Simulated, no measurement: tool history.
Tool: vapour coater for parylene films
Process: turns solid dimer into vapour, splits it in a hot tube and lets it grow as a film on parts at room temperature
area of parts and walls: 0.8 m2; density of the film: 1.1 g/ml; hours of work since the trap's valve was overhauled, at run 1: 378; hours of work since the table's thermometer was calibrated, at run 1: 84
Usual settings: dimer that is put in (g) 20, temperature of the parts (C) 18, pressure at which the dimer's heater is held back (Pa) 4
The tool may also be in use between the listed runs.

run   hour  dimer that is put in (g)  temperature of the parts (C)  pressure at which the dimer's heater is held back (Pa)  hours of work since the trap's valve was overhauled  hours of work since the table's thermometer was calibrated  thickness of the film (nm)
  1      0                        20                            18                                                       4                                                  378                                                          84                       14000
  2   34.2                        20                            18                                                       4                                                  407                                                         113                       13980
  3   59.3                        20                            18                                                       4                                                  429                                                         135                       14010
  4   82.8                        20                            18                                                    9.06                                                  449                                                         155                       12170
  5  105.8                        20                            18                                                    9.06                                                  469                                                         175                       12150
  6  131.3                        15                            18                                                       4                                                  490                                                         196                       10450
  7  148.6                        15                            18                                                       4                                                  505                                                         211                       10460
  8  180.8                        20                            18                                                       4                                                  533                                                         239                       13950
  9    210                        20                            28                                                       4                                                  558                                                         264                       10840
 10  235.6                        20                            18                                                       4                                                  580                                                         286                       13920
 11  250.8                        20                            12                                                       4                                                  593                                                         299                       16220
 12  283.5                        20                            12                                                       4                                                  621                                                         327                       16190
     296.3  -- trap's valve overhauled
 13  317.7                        20                            12                                                       4                                                   18                                                         353                       16330
 14  340.7                        20                            12                                                       4                                                   38                                                         372                       16310
 15  361.4                        20                            12                                                       4                                                   56                                                         390                       16220
 16  394.5                        20                            12                                                       4                                                   84                                                         418                       16260
 17  426.4                        20                            12                                                       4                                                  111                                                         446                       16270
 18  446.9                        20                            12                                                       4                                                  129                                                         463                       16200
 19  480.2                        20                            18                                                   11.29                                                  158                                                         492                       11740
 20    501                         9                            20                                                    8.46                                                  175                                                         510                        5290
 21  526.3                         9                            20                                                    5.12                                                  197                                                         531                        5750
 22  556.6                         9                            23                                                    5.12                                                  223                                                         557                        5300
 23  572.8                         8                            23                                                    4.66                                                  237                                                         571                        4830
 24  597.2                         8                            23                                                    4.66                                                  258                                                         592                        4840
 25  612.8                        20                            16                                                    2.36                                                  271                                                         605                       16190
 26  649.2                        34                            18                                                   10.18                                                  302                                                         637                       20300
 27  669.8                        34                            18                                                   10.18                                                  320                                                         654                       20330
 28  704.3                        36                            16                                                    3.21                                                  349                                                         684                       27620
 29  726.8                        13                            25                                                    2.13                                                  369                                                         703                        8470
 30  748.5                        17                            30                                                       4                                                  387                                                         722                        8830
 31  769.1                        17                            11                                                    9.69                                                  405                                                         739                       12190

Hidden state or all else? Some run-to-run changes of thickness of the film (nm), split into what the settings, what came in and random variation would give without the hidden state, and what is left for the hidden state (with any gauge scatter that isn't in both results):
The hidden state here: vapour lost through the trap's worn valve, %; true temperature of the parts over the reading, C; drift of the gauge itself on film_um, %.
Run 1 -> 2: no setting changed, nothing entered. thickness of the film (nm) -20: hidden state +10, all else -30.
Run 9 -> 10: temperature of the parts (C) 28 -> 18. thickness of the film (nm) +3080: hidden state -20, all else +3100.
Run 12 -> 13: trap's valve overhauled. thickness of the film (nm) +140: hidden state +60, all else +80.
Run 24 -> 25: dimer that is put in (g) 8 -> 20, temperature of the parts (C) 23 -> 16, pressure at which the dimer's heater is held back (Pa) 4.66 -> 2.36. thickness of the film (nm) +11350: hidden state +0, all else +11350.
Run 27 -> 28: dimer that is put in (g) 34 -> 36, temperature of the parts (C) 18 -> 16, pressure at which the dimer's heater is held back (Pa) 10.18 -> 3.21. thickness of the film (nm) +7290: hidden state -10, all else +7300.
Run 28 -> 29: dimer that is put in (g) 36 -> 13, temperature of the parts (C) 16 -> 25, pressure at which the dimer's heater is held back (Pa) 3.21 -> 2.13. thickness of the film (nm) -19150: hidden state +10, all else -19160.
